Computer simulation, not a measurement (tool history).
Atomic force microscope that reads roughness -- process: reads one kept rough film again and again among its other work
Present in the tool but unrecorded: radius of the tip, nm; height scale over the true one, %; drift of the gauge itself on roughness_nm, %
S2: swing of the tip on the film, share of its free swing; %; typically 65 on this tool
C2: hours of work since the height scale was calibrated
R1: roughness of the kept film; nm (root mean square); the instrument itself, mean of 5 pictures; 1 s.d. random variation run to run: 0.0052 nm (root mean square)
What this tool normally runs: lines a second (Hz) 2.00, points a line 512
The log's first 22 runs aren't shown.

Run 23, hour 896.0: usual settings but points a line 379; pictures with this tip 185; C2 1401. Result: R1 0.757 nm (root mean square).
Run 24, hour 934.0: usual settings but lines a second (Hz) 0.62, S2 88 %, points a line 379; pictures with this tip 236; C2 1421. Result: R1 0.736 nm (root mean square).
Run 25, hour 983.0: usual settings but lines a second (Hz) 2.23, S2 64 %, points a line 732; pictures with this tip 300; C2 1447. Result: R1 0.697 nm (root mean square).
Run 26, hour 1038.1: usual settings but lines a second (Hz) 1.73, points a line 564; pictures with this tip 373; C2 1476. Result: R1 0.689 nm (root mean square).
At hour 1047.5: new tip fitted.
Run 27, hour 1091.5: usual settings but lines a second (Hz) 1.73, S2 74 %, points a line 562; pictures with this tip 58; C2 1503. Result: R1 0.779 nm (root mean square).
Run 28, hour 1142.6: usual settings but lines a second (Hz) 1.27, points a line 734; pictures with this tip 126; C2 1530. Result: R1 0.815 nm (root mean square).
Run 29, hour 1181.2: usual settings but lines a second (Hz) 2.51, S2 85 %, points a line 734; pictures with this tip 177; C2 1550. Result: R1 0.619 nm (root mean square).
Run 30, hour 1238.1: usual settings but lines a second (Hz) 2.51, S2 85 %, points a line 734; pictures with this tip 252; C2 1580. Result: R1 0.589 nm (root mean square).
At hour 1280.3: height scale calibrated on a step standard.
Run 31, hour 1294.2: usual settings but lines a second (Hz) 2.51, S2 85 %, points a line 734; pictures with this tip 325; C2 7. Result: R1 0.558 nm (root mean square).

3 options for the next run, each taken on its own from the tool as it stands now. Forecast them:
Run A, hour 1323.3: usual settings but lines a second (Hz) 0.54, S2 82 %, points a line 734; pictures with this tip 363; C2 23. Result: R1 ?.
Run B, hour 1323.3: usual settings but lines a second (Hz) 0.86, S2 70 %, points a line 734; pictures with this tip 363; C2 23. Result: R1 ?.
Run C, hour 1323.3: usual settings but lines a second (Hz) 1.00, S2 66 %, points a line 818; pictures with this tip 363; C2 23. Result: R1 ?.

run     R1
  A  0.698
  B  0.693
  C  0.699
The same runs, with their run-to-run variation unchanged, on a tool lacking any hidden condition would have given:
run     R1
  A  0.873
  B  0.869
  C  0.876
